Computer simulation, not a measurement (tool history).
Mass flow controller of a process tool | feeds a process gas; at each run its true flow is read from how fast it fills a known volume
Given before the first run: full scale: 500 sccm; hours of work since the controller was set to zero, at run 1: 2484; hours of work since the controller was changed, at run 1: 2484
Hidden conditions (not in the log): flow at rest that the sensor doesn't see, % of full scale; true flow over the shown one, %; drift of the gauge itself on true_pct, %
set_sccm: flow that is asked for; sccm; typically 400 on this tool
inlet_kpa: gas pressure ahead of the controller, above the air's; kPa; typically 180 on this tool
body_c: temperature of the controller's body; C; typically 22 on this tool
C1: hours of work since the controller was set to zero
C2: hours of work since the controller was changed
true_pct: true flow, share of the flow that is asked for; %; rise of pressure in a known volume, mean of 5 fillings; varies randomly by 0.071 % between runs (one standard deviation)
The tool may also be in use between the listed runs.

{"run": 1, "hour": 0.0, "set_sccm": 400, "inlet_kpa": 180, "body_c": 22, "C1": 2484, "C2": 2484, "true_pct": 98.73}
{"run": 2, "hour": 119.3, "set_sccm": 400, "inlet_kpa": 180, "body_c": 22, "C1": 2569, "C2": 2569, "true_pct": 98.6}
{"run": 3, "hour": 185.5, "set_sccm": 400, "inlet_kpa": 180, "body_c": 36, "C1": 2617, "C2": 2617, "true_pct": 97.14}
{"run": 4, "hour": 293.8, "set_sccm": 400, "inlet_kpa": 196, "body_c": 22, "C1": 2694, "C2": 2694, "true_pct": 98.65}
{"run": 5, "hour": 390.4, "set_sccm": 400, "inlet_kpa": 196, "body_c": 22, "C1": 2763, "C2": 2763, "true_pct": 98.81}
{"run": 6, "hour": 461.4, "set_sccm": 400, "inlet_kpa": 147, "body_c": 22, "C1": 2814, "C2": 2814, "true_pct": 98.33}
{"run": 7, "hour": 557.4, "set_sccm": 400, "inlet_kpa": 147, "body_c": 22, "C1": 2883, "C2": 2883, "true_pct": 98.37}
{"run": 8, "hour": 692.2, "set_sccm": 400, "inlet_kpa": 180, "body_c": 22, "C1": 2979, "C2": 2979, "true_pct": 98.36}
{"run": 9, "hour": 751.6, "set_sccm": 400, "inlet_kpa": 180, "body_c": 22, "C1": 3022, "C2": 3022, "true_pct": 98.5}
{"run": 10, "hour": 871.4, "set_sccm": 400, "inlet_kpa": 141, "body_c": 22, "C1": 3107, "C2": 3107, "true_pct": 98.12}
{"run": 11, "hour": 957.5, "set_sccm": 400, "inlet_kpa": 147, "body_c": 22, "C1": 3169, "C2": 3169, "true_pct": 98.13}
{"run": 12, "hour": 1039.3, "set_sccm": 400, "inlet_kpa": 180, "body_c": 22, "C1": 3228, "C2": 3228, "true_pct": 98.33}
{"run": 13, "hour": 1182.1, "set_sccm": 161, "inlet_kpa": 215, "body_c": 37, "C1": 3330, "C2": 3330, "true_pct": 95.21}
{"run": 14, "hour": 1242.6, "set_sccm": 161, "inlet_kpa": 215, "body_c": 37, "C1": 3373, "C2": 3373, "true_pct": 95.1}
{"hour": 1256.2, "done": "controller's zero set anew"}
{"run": 15, "hour": 1382.9, "set_sccm": 161, "inlet_kpa": 215, "body_c": 37, "C1": 91, "C2": 3473, "true_pct": 94.5}
{"run": 16, "hour": 1505.1, "set_sccm": 408, "inlet_kpa": 215, "body_c": 37, "C1": 178, "C2": 3561, "true_pct": 96.83}
{"run": 17, "hour": 1584.2, "set_sccm": 408, "inlet_kpa": 215, "body_c": 37, "C1": 235, "C2": 3617, "true_pct": 96.81}
{"run": 18, "hour": 1667.5, "set_sccm": 400, "inlet_kpa": 233, "body_c": 32, "C1": 294, "C2": 3677, "true_pct": 97.24}
{"hour": 1783.4, "done": "controller's zero set anew, once more"}
{"run": 19, "hour": 1811.8, "set_sccm": 400, "inlet_kpa": 163, "body_c": 22, "C1": 20, "C2": 3780, "true_pct": 98.58}
{"run": 20, "hour": 1944.7, "set_sccm": 71, "inlet_kpa": 225, "body_c": 22, "C1": 115, "C2": 3875, "true_pct": 97.07}
{"run": 21, "hour": 2080.4, "set_sccm": 86, "inlet_kpa": 180, "body_c": 23, "C1": 212, "C2": 3972, "true_pct": 96.77}
{"run": 22, "hour": 2161.8, "set_sccm": 86, "inlet_kpa": 180, "body_c": 23, "C1": 271, "C2": 4030, "true_pct": 96.69}
{"run": 23, "hour": 2242.5, "set_sccm": 400, "inlet_kpa": 191, "body_c": 22, "C1": 328, "C2": 4088, "true_pct": 98.57}
{"run": 24, "hour": 2385.7, "set_sccm": 51, "inlet_kpa": 180, "body_c": 25, "C1": 431, "C2": 4190, "true_pct": 95.9}

Alternative continuations, all from the tool just after run 24; predict every row:
{"run": "A", "hour": 2496.2, "set_sccm": 400, "inlet_kpa": 180, "body_c": 34, "C1": 510, "C2": 4269, "true_pct": "?"}
{"run": "B", "hour": 2496.2, "set_sccm": 400, "inlet_kpa": 252, "body_c": 23, "C1": 510, "C2": 4269, "true_pct": "?"}
{"run": "C", "hour": 2496.2, "set_sccm": 51, "inlet_kpa": 186, "body_c": 22, "C1": 510, "C2": 4269, "true_pct": "?"}
{"run": "D", "hour": 2496.2, "set_sccm": 234, "inlet_kpa": 157, "body_c": 22, "C1": 510, "C2": 4269, "true_pct": "?"}
{"run": "E", "hour": 2496.2, "set_sccm": 51, "inlet_kpa": 189, "body_c": 25, "C1": 510, "C2": 4269, "true_pct": "?"}

run=A true_pct=97.29
run=B true_pct=98.76
run=C true_pct=96.26
run=D true_pct=97.38
run=E true_pct=95.93
Take away the tool's hidden state, keep each run's random variation, and the runs would have read:
run=A true_pct=98.5
run=B true_pct=99.97
run=C true_pct=97.92
run=D true_pct=98.64
run=E true_pct=97.58

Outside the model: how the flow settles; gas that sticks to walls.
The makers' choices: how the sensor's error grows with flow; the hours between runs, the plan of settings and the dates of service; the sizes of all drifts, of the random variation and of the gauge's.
